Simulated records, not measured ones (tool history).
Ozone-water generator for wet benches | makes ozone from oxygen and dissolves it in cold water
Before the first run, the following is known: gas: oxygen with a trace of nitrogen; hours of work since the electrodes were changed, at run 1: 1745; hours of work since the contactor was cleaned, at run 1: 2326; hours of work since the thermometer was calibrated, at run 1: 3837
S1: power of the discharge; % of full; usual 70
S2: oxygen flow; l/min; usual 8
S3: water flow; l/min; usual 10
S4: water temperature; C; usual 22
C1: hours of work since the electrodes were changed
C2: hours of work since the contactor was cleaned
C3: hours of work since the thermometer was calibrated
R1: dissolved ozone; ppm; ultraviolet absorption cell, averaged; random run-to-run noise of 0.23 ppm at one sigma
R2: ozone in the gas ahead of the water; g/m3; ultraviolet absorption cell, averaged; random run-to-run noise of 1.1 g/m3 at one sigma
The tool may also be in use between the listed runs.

Run 1, day 0: usual settings; C1 1745; C2 2326; C3 3837. Result: R1 34 ppm, R2 189.8 g/m3.
Run 2, day 3.654: usual settings; C1 1819; C2 2400; C3 3911. Result: R1 33.8 ppm, R2 188.7 g/m3.
Run 3, day 5.788: usual settings; C1 1862; C2 2443; C3 3954. Result: R1 34.2 ppm, R2 189.9 g/m3.
Run 4, day 8.575: usual settings; C1 1918; C2 2499; C3 4010. Result: R1 34 ppm, R2 192.5 g/m3.
Run 5, day 12.012: usual settings but S2 12.32 l/min; C1 1988; C2 2569; C3 4080. Result: R1 29.4 ppm, R2 147.6 g/m3.
Run 6, day 15.45: usual settings; C1 2057; C2 2638; C3 4149. Result: R1 34.2 ppm, R2 192 g/m3.
Run 7, day 17.688: usual settings; C1 2102; C2 2683; C3 4194. Result: R1 33.9 ppm, R2 191.4 g/m3.
Run 8, day 19.608: usual settings; C1 2141; C2 2722; C3 4233. Result: R1 34.3 ppm, R2 191.9 g/m3.
Run 9, day 23.3: usual settings but S4 20 C; C1 2216; C2 2797; C3 4308. Result: R1 35.4 ppm, R2 190 g/m3.
Run 10, day 26.529: usual settings but S4 20 C; C1 2281; C2 2862; C3 4373. Result: R1 35.6 ppm, R2 191.3 g/m3.
Run 11, day 29.854: usual settings but S1 45 % of full, S2 11.59 l/min, S3 8 l/min, S4 19 C; C1 2348; C2 2929; C3 4440. Result: R1 23.2 ppm, R2 103.1 g/m3.

For run 12, what comes out?
Run 12, day 32.858: usual settings but S1 45 % of full, S2 11.59 l/min, S3 8 l/min, S4 19 C; C1 2409; C2 2990; C3 4501. Result: R1 ?, R2 ?.

R1: 23.3 ppm
R2: 102.6 g/m3
Without the tool's hidden state the same run would have given R1 23.4 ppm, R2 101.8 g/m3.

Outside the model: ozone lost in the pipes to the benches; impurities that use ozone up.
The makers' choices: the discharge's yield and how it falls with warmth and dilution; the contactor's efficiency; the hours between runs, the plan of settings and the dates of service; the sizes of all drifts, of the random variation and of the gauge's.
